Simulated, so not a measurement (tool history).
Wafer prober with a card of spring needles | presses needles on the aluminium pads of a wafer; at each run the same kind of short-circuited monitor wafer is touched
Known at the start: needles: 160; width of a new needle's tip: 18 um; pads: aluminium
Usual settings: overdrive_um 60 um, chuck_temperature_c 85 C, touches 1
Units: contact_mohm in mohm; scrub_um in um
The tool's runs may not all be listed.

Run 1, day 0: usual settings. Result: contact_mohm 295 mohm, scrub_um 11.5 um.
At day 0.192: tips cleaned on abrasive film.
At day 0.346: tips cleaned on abrasive film.
At day 0.538: tips cleaned on abrasive film.
At day 0.725: tips cleaned on abrasive film.
At day 0.879: tips cleaned on abrasive film.
At day 1.071: tips cleaned on abrasive film.
At day 1.262: tips cleaned on abrasive film.
At day 1.275: height of the first contact set anew.
Run 2, day 1.358: usual settings but overdrive_um 41 um. Result: contact_mohm 302 mohm, scrub_um 7.78 um.
At day 1.433: tips cleaned on abrasive film.
At day 1.588: tips cleaned on abrasive film.
At day 1.779: tips cleaned on abrasive film.
At day 1.971: tips cleaned on abrasive film.
At day 2.162: tips cleaned on abrasive film.
At day 2.354: tips cleaned on abrasive film.
At day 2.546: tips cleaned on abrasive film.
At day 3.046: card fitted with new needles.
At day 3.233: tips cleaned on abrasive film.
Run 3, day 3.362: usual settings but overdrive_um 41 um. Result: contact_mohm 306 mohm, scrub_um 7.66 um.
At day 3.404: tips cleaned on abrasive film.
At day 3.596: tips cleaned on abrasive film.
At day 3.75: tips cleaned on abrasive film.
At day 3.904: tips cleaned on abrasive film.
At day 4.096: tips cleaned on abrasive film.
At day 4.283: tips cleaned on abrasive film.
At day 4.475: tips cleaned on abrasive film.
At day 4.65: tips cleaned on abrasive film.
Run 4, day 4.65: usual settings but overdrive_um 41 um. Result: contact_mohm 300 mohm, scrub_um 8.06 um.
At day 4.8: tips cleaned on abrasive film.
At day 4.992: tips cleaned on abrasive film.
At day 5.183: tips cleaned on abrasive film.
At day 5.375: tips cleaned on abrasive film.
Run 5, day 5.454: usual settings but overdrive_um 41 um. Result: contact_mohm 301 mohm, scrub_um 7.92 um.
At day 5.533: tips cleaned on abrasive film.
At day 5.688: tips cleaned on abrasive film.
At day 5.879: tips cleaned on abrasive film.
At day 6.071: tips cleaned on abrasive film.
At day 6.258: tips cleaned on abrasive film.
At day 6.412: tips cleaned on abrasive film.
At day 6.604: tips cleaned on abrasive film.
At day 6.796: tips cleaned on abrasive film.
At day 6.95: tips cleaned on abrasive film.
At day 7.125: tips cleaned on abrasive film.
Run 6, day 7.125: usual settings. Result: contact_mohm 295 mohm, scrub_um 11.43 um.
At day 7.312: tips cleaned on abrasive film.
At day 7.467: tips cleaned on abrasive film.
At day 7.658: tips cleaned on abrasive film.
At day 7.85: tips cleaned on abrasive film.
At day 8.042: tips cleaned on abrasive film.
At day 8.233: tips cleaned on abrasive film.
At day 8.421: tips cleaned on abrasive film.
At day 8.575: tips cleaned on abrasive film.
At day 8.767: tips cleaned on abrasive film.
At day 8.954: tips cleaned on abrasive film.
Run 7, day 8.954: usual settings but overdrive_um 59 um. Result: contact_mohm 289 mohm, scrub_um 11.43 um.
At day 9.146: tips cleaned on abrasive film.
At day 9.296: tips cleaned on abrasive film.
At day 9.488: tips cleaned on abrasive film.
At day 9.679: tips cleaned on abrasive film.
At day 9.871: tips cleaned on abrasive film.
At day 10.025: tips cleaned on abrasive film.
At day 10.217: tips cleaned on abrasive film.
Run 8, day 10.221: usual settings. Result: contact_mohm 297 mohm, scrub_um 11.59 um.
At day 10.375: tips cleaned on abrasive film.
At day 10.567: tips cleaned on abrasive film.
At day 10.758: tips cleaned on abrasive film.
At day 10.95: tips cleaned on abrasive film.
At day 11.138: tips cleaned on abrasive film.
At day 11.329: tips cleaned on abrasive film.
At day 11.483: tips cleaned on abrasive film.
At day 11.675: tips cleaned on abrasive film.
Run 9, day 11.683: usual settings. Result: contact_mohm 297 mohm, scrub_um 11.2 um.
At day 11.833: tips cleaned on abrasive film.
At day 12.025: tips cleaned on abrasive film.
At day 12.217: tips cleaned on abrasive film.
At day 12.408: tips cleaned on abrasive film.
At day 12.6: tips cleaned on abrasive film.
At day 12.792: tips cleaned on abrasive film.
At day 12.946: tips cleaned on abrasive film.
Run 10, day 12.946: usual settings but overdrive_um 50 um, chuck_temperature_c 32 C, touches 2. Result: contact_mohm 279 mohm, scrub_um 9.57 um.
At day 13.129: tips cleaned on abrasive film.
At day 13.321: tips cleaned on abrasive film.
At day 13.512: tips cleaned on abrasive film.
At day 13.7: tips cleaned on abrasive film.
At day 13.892: tips cleaned on abrasive film.
At day 14.046: tips cleaned on abrasive film.
Run 11, day 14.058: usual settings but overdrive_um 56 um, chuck_temperature_c 74 C, touches 2. Result: contact_mohm 294 mohm, scrub_um 10.8 um.
At day 14.212: tips cleaned on abrasive film.
At day 14.367: tips cleaned on abrasive film.
At day 14.558: tips cleaned on abrasive film.
At day 14.712: tips cleaned on abrasive film.
At day 14.904: tips cleaned on abrasive film.
At day 15.092: tips cleaned on abrasive film.
Run 12, day 15.238: usual settings but overdrive_um 63 um, chuck_temperature_c 90 C, touches 2. Result: contact_mohm 293 mohm, scrub_um 12.11 um.
At day 15.279: tips cleaned on abrasive film.
At day 15.433: tips cleaned on abrasive film.
At day 15.625: tips cleaned on abrasive film.
At day 15.817: tips cleaned on abrasive film.
At day 16.008: tips cleaned on abrasive film.
At day 16.2: tips cleaned on abrasive film.
At day 16.392: tips cleaned on abrasive film.
At day 16.579: tips cleaned on abrasive film.
At day 16.771: tips cleaned on abrasive film.
At day 16.946: tips cleaned on abrasive film.
Run 13, day 16.946: usual settings but overdrive_um 67 um, chuck_temperature_c 103 C. Result: contact_mohm 293 mohm, scrub_um 12.89 um.
At day 17.138: tips cleaned on abrasive film.
At day 17.329: tips cleaned on abrasive film.
At day 17.483: tips cleaned on abrasive film.
At day 17.671: tips cleaned on abrasive film.
At day 17.862: tips cleaned on abrasive film.
At day 18.054: tips cleaned on abrasive film.
At day 18.246: tips cleaned on abrasive film.
At day 18.438: tips cleaned on abrasive film.
At day 18.592: tips cleaned on abrasive film.
At day 18.604: height of the first contact set anew.
Run 14, day 18.642: usual settings but overdrive_um 67 um, chuck_temperature_c 103 C. Result: contact_mohm 291 mohm, scrub_um 12.76 um.
At day 18.758: tips cleaned on abrasive film.
At day 18.95: tips cleaned on abrasive film.
At day 19.142: tips cleaned on abrasive film.
At day 19.333: tips cleaned on abrasive film.
At day 19.525: tips cleaned on abrasive film.
At day 19.675: tips cleaned on abrasive film.
Run 15, day 19.692: usual settings but overdrive_um 70 um, chuck_temperature_c 77 C. Result: contact_mohm 292 mohm, scrub_um 13.21 um.
At day 19.846: tips cleaned on abrasive film.
At day 20: tips cleaned on abrasive film.
At day 20.192: tips cleaned on abrasive film.
At day 20.383: tips cleaned on abrasive film.
At day 20.575: tips cleaned on abrasive film.
At day 20.729: tips cleaned on abrasive film.
At day 20.917: tips cleaned on abrasive film.
At day 21.108: tips cleaned on abrasive film.
At day 21.3: tips cleaned on abrasive film.
Run 16, day 21.317: usual settings but overdrive_um 57 um, chuck_temperature_c 94 C, touches 2. Result: contact_mohm 299 mohm, scrub_um 10.87 um.
At day 21.471: tips cleaned on abrasive film.
At day 21.662: tips cleaned on abrasive film.
At day 21.85: tips cleaned on abrasive film.
At day 22.042: tips cleaned on abrasive film.
At day 22.233: tips cleaned on abrasive film.
At day 22.425: tips cleaned on abrasive film.
At day 22.579: tips cleaned on abrasive film.
At day 22.771: tips cleaned on abrasive film.
At day 22.962: tips cleaned on abrasive film.
At day 23.15: tips cleaned on abrasive film.
Run 17, day 23.15: usual settings but overdrive_um 57 um, chuck_temperature_c 94 C, touches 2. Result: contact_mohm 301 mohm, scrub_um 10.83 um.

Forecast each of these 3 alternatives for the next run:
At day 23.317: tips cleaned on abrasive film.
At day 23.508: tips cleaned on abrasive film.
At day 23.7: tips cleaned on abrasive film.
At day 23.892: tips cleaned on abrasive film.
At day 24.079: tips cleaned on abrasive film.
At day 24.233: tips cleaned on abrasive film.
At day 24.425: tips cleaned on abrasive film.
At day 24.617: tips cleaned on abrasive film.
At day 24.771: tips cleaned on abrasive film.
At day 24.962: tips cleaned on abrasive film.
Run A, day 25: usual settings but overdrive_um 42 um, chuck_temperature_c 94 C, touches 2. Result: contact_mohm ?, scrub_um ?.
At day 23.317: tips cleaned on abrasive film.
At day 23.508: tips cleaned on abrasive film.
At day 23.7: tips cleaned on abrasive film.
At day 23.892: tips cleaned on abrasive film.
At day 24.079: tips cleaned on abrasive film.
At day 24.233: tips cleaned on abrasive film.
At day 24.425: tips cleaned on abrasive film.
At day 24.617: tips cleaned on abrasive film.
At day 24.771: tips cleaned on abrasive film.
At day 24.962: tips cleaned on abrasive film.
Run B, day 25: usual settings but overdrive_um 57 um, chuck_temperature_c 94 C, touches 2. Result: contact_mohm ?, scrub_um ?.
At day 23.317: tips cleaned on abrasive film.
At day 23.508: tips cleaned on abrasive film.
At day 23.7: tips cleaned on abrasive film.
At day 23.892: tips cleaned on abrasive film.
At day 24.079: tips cleaned on abrasive film.
At day 24.233: tips cleaned on abrasive film.
At day 24.425: tips cleaned on abrasive film.
At day 24.617: tips cleaned on abrasive film.
At day 24.771: tips cleaned on abrasive film.
At day 24.962: tips cleaned on abrasive film.
Run C, day 25: usual settings but chuck_temperature_c 64 C. Result: contact_mohm ?, scrub_um ?.

run  contact_mohm  scrub_um
  A           303      8.02
  B           296      10.7
  C           286     11.33
Without the tool's hidden state the same runs would have given:
run  contact_mohm  scrub_um
  A           302      8.02
  B           296     10.71
  C           286     11.34
